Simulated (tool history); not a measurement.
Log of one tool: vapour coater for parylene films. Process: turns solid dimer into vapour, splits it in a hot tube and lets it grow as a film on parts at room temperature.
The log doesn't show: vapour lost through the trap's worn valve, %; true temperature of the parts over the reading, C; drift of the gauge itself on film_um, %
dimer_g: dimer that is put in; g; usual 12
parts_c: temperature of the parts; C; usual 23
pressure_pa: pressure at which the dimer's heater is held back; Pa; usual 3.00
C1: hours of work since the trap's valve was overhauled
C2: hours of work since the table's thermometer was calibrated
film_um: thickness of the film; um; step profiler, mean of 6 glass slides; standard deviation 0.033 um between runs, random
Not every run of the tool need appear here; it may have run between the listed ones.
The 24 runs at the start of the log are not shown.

run 25 day=15.842 | dimer_g=7 parts_c=28 pressure_pa=2.77 | C1=35 C2=670 | film_um=1.77
run 26 day=16.238 | dimer_g=7 parts_c=28 pressure_pa=2.77 | C1=40 C2=675 | film_um=1.75
run 27 day=16.738 | dimer_g=12 parts_c=21 pressure_pa=3.07 | C1=47 C2=681 | film_um=3.56
run 28 day=17.442 | dimer_g=6 parts_c=22 pressure_pa=3.41 | C1=56 C2=690 | film_um=1.74
run 29 day=17.821 | dimer_g=7 parts_c=22 pressure_pa=3.59 | C1=61 C2=695 | film_um=1.99
run 30 day=18.417 | dimer_g=11 parts_c=23 pressure_pa=3.00 | C1=68 C2=703 | film_um=3.06
run 31 day=19.096 | dimer_g=12 parts_c=24 pressure_pa=8.12 | C1=77 C2=712 | film_um=3.11
run 32 day=19.808 | dimer_g=12 parts_c=24 pressure_pa=8.12 | C1=86 C2=721 | film_um=3.09
run 33 day=20.292 | dimer_g=16 parts_c=24 pressure_pa=2.44 | C1=93 C2=727 | film_um=4.57
run 34 day=21.042 | dimer_g=16 parts_c=21 pressure_pa=4.09 | C1=102 C2=737 | film_um=4.65
run 35 day=21.633 | dimer_g=16 parts_c=21 pressure_pa=4.09 | C1=110 C2=745 | film_um=4.59
run 36 day=22.092 | dimer_g=16 parts_c=21 pressure_pa=4.09 | C1=116 C2=751 | film_um=4.59
run 37 day=22.567 | dimer_g=7 parts_c=32 pressure_pa=5.08 | C1=122 C2=757 | film_um=1.54
run 38 day=23.079 | dimer_g=15 parts_c=23 pressure_pa=3.97 | C1=129 C2=763 | film_um=4.14
run 39 day=23.829 | dimer_g=7 parts_c=24 pressure_pa=5.52 | C1=139 C2=773 | film_um=1.85
run 40 day=24.279 | dimer_g=12 parts_c=22 pressure_pa=5.00 | C1=144 C2=779 | film_um=3.38
run 41 day=24.900 | dimer_g=12 parts_c=27 pressure_pa=5.58 | C1=152 C2=787 | film_um=2.97
run 42 day=25.812 | dimer_g=5 parts_c=27 pressure_pa=4.05 | C1=164 C2=799 | film_um=1.25
run 43 day=26.688 | dimer_g=5 parts_c=27 pressure_pa=4.05 | C1=176 C2=810 | film_um=1.26
run 44 day=27.192 | dimer_g=12 parts_c=19 pressure_pa=3.00 | C1=182 C2=817 | film_um=3.67
run 45 day=27.958 | dimer_g=12 parts_c=27 pressure_pa=7.99 | C1=192 C2=827 | film_um=2.91
run 46 day=28.829 | dimer_g=10 parts_c=27 pressure_pa=4.53 | C1=203 C2=838 | film_um=2.52

Below are 5 alternative next runs, each starting from the tool's condition after run 46. Predict each:
run A day=29.300 | dimer_g=10 parts_c=20 pressure_pa=4.53 | C1=209 C2=844 | film_um=?
run B day=29.300 | dimer_g=8 parts_c=23 pressure_pa=3.65 | C1=209 C2=844 | film_um=?
run C day=29.300 | dimer_g=10 parts_c=23 pressure_pa=6.08 | C1=209 C2=844 | film_um=?
run D day=29.300 | dimer_g=11 parts_c=20 pressure_pa=7.20 | C1=209 C2=844 | film_um=?
run E day=29.300 | dimer_g=13 parts_c=23 pressure_pa=3.00 | C1=209 C2=844 | film_um=?

run=A film_um=2.90
run=B film_um=2.24
run=C film_um=2.66
run=D film_um=3.13
run=E film_um=3.71
Take away the tool's hidden state, keep each run's random variation, and the runs would have read:
run=A film_um=2.91
run=B film_um=2.24
run=C film_um=2.67
run=D film_um=3.14
run=E film_um=3.72
